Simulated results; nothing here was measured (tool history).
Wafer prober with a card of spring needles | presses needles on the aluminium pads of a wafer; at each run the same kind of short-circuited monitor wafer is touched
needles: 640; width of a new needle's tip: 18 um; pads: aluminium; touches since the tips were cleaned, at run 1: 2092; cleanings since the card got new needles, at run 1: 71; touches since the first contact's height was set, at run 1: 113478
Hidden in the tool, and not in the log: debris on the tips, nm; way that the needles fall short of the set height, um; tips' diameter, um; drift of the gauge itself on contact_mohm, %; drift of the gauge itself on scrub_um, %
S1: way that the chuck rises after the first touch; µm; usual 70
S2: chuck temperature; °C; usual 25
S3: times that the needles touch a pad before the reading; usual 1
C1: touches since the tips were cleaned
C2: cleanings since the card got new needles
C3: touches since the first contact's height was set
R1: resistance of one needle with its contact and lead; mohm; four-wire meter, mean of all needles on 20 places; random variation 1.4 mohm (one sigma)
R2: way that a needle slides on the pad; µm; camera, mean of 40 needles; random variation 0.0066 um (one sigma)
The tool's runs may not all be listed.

Run 1, hour 0: usual settings; C1 2092; C2 71; C3 113478. Result: R1 144 mohm, R2 8.965 µm.
At hour 7.4: height of the first contact set anew.
At hour 9.6: tips cleaned on abrasive film.
Run 2, hour 19.3: usual settings; C1 4058; C2 72; C3 4930. Result: R1 157 mohm, R2 9.087 µm.
At hour 23.9: tips cleaned on abrasive film.
At hour 39.2: tips cleaned on abrasive film.
Run 3, hour 39.3: usual settings; C1 38; C2 74; C3 13186. Result: R1 125 mohm, R2 9.069 µm.
At hour 53.6: tips cleaned on abrasive film.
Run 4, hour 66.7: usual settings; C1 5466; C2 75; C3 24616. Result: R1 162 mohm, R2 9.055 µm.
At hour 69.1: tips cleaned on abrasive film.
At hour 83.7: tips cleaned on abrasive film.
Run 5, hour 93.6: usual settings; C1 4120; C2 77; C3 35765. Result: R1 157 mohm, R2 9.039 µm.
At hour 98.9: tips cleaned on abrasive film.
At hour 113.6: tips cleaned on abrasive film.
Run 6, hour 121.3: usual settings; C1 3231; C2 79; C3 47293. Result: R1 155 mohm, R2 9.032 µm.
At hour 127.5: tips cleaned on abrasive film.
Run 7, hour 137: usual settings; C1 3981; C2 80; C3 53820. Result: R1 157 mohm, R2 9.03 µm.
At hour 143.2: tips cleaned on abrasive film.
Run 8, hour 151.4: usual settings; C1 3406; C2 81; C3 59775. Result: R1 154 mohm, R2 9.003 µm.
At hour 157.1: tips cleaned on abrasive film.
At hour 170.9: tips cleaned on abrasive film.
Run 9, hour 173.7: usual settings; C1 1193; C2 83; C3 69046. Result: R1 137 mohm, R2 9.013 µm.
At hour 184.6: tips cleaned on abrasive film.
Run 10, hour 196.3: usual settings; C1 4886; C2 84; C3 78425. Result: R1 161 mohm, R2 8.984 µm.
At hour 198.6: tips cleaned on abrasive film.
At hour 214: tips cleaned on abrasive film.
Run 11, hour 225.9: usual settings but S2 98 °C, S3 3; C1 4954; C2 86; C3 90717. Result: R1 146 mohm, R2 8.987 µm.
At hour 228.5: tips cleaned on abrasive film.
At hour 242.8: tips cleaned on abrasive film.
Run 12, hour 243.5: usual settings but S2 98 °C, S3 3; C1 305; C2 88; C3 98016. Result: R1 135 mohm, R2 8.949 µm.
At hour 257.9: tips cleaned on abrasive film.
Run 13, hour 263: usual settings but S1 63 µm, S2 109 °C, S3 2; C1 2122; C2 89; C3 106123. Result: R1 149 mohm, R2 8.059 µm.
At hour 271.6: tips cleaned on abrasive film.
At hour 286.6: tips cleaned on abrasive film.
At hour 289.4: height of the first contact set anew.
Run 14, hour 291.3: usual settings but S1 63 µm, S2 109 °C, S3 2; C1 1843; C2 91; C3 817. Result: R1 147 mohm, R2 8.189 µm.
At hour 301.9: tips cleaned on abrasive film.
Run 15, hour 304.7: usual settings but S1 63 µm, S2 109 °C, S3 2; C1 1179; C2 92; C3 6382. Result: R1 143 mohm, R2 8.17 µm.
At hour 317.1: tips cleaned on abrasive film.
Run 16, hour 329.4: usual settings but S1 63 µm, S2 109 °C, S3 2; C1 5154; C2 93; C3 16656. Result: R1 160 mohm, R2 8.18 µm.
At hour 332.1: tips cleaned on abrasive film.
Run 17, hour 341.6: usual settings but S1 80 µm, S2 55 °C, S3 3; C1 3942; C2 94; C3 21698. Result: R1 134 mohm, R2 10.362 µm.

4 ways to go on from here, each from the tool as it stands after run 17. What would each give?
At hour 345.8: tips cleaned on abrasive film.
At hour 359.3: tips cleaned on abrasive film.
Run A, hour 361.9: usual settings but S1 82 µm, S2 53 °C, S3 2; C1 1085; C2 96; C3 30126. Result: R1 ?, R2 ?.
At hour 345.8: tips cleaned on abrasive film.
At hour 359.3: tips cleaned on abrasive film.
Run B, hour 361.9: usual settings but S1 83 µm, S2 67 °C; C1 1085; C2 96; C3 30126. Result: R1 ?, R2 ?.
At hour 345.8: tips cleaned on abrasive film.
At hour 359.3: tips cleaned on abrasive film.
Run C, hour 361.9: usual settings but S1 80 µm, S2 36 °C, S3 2; C1 1085; C2 96; C3 30126. Result: R1 ?, R2 ?.
At hour 345.8: tips cleaned on abrasive film.
At hour 359.3: tips cleaned on abrasive film.
Run D, hour 361.9: usual settings but S1 80 µm, S2 55 °C; C1 1085; C2 96; C3 30126. Result: R1 ?, R2 ?.

run   R1      R2
  A  129  10.618
  B  134  10.755
  C  127  10.346
  D  134  10.349
Without the tool's hidden state the same runs would have given:
run   R1      R2
  A  122   10.66
  B  122  10.797
  C  118  10.388
  D  121  10.391

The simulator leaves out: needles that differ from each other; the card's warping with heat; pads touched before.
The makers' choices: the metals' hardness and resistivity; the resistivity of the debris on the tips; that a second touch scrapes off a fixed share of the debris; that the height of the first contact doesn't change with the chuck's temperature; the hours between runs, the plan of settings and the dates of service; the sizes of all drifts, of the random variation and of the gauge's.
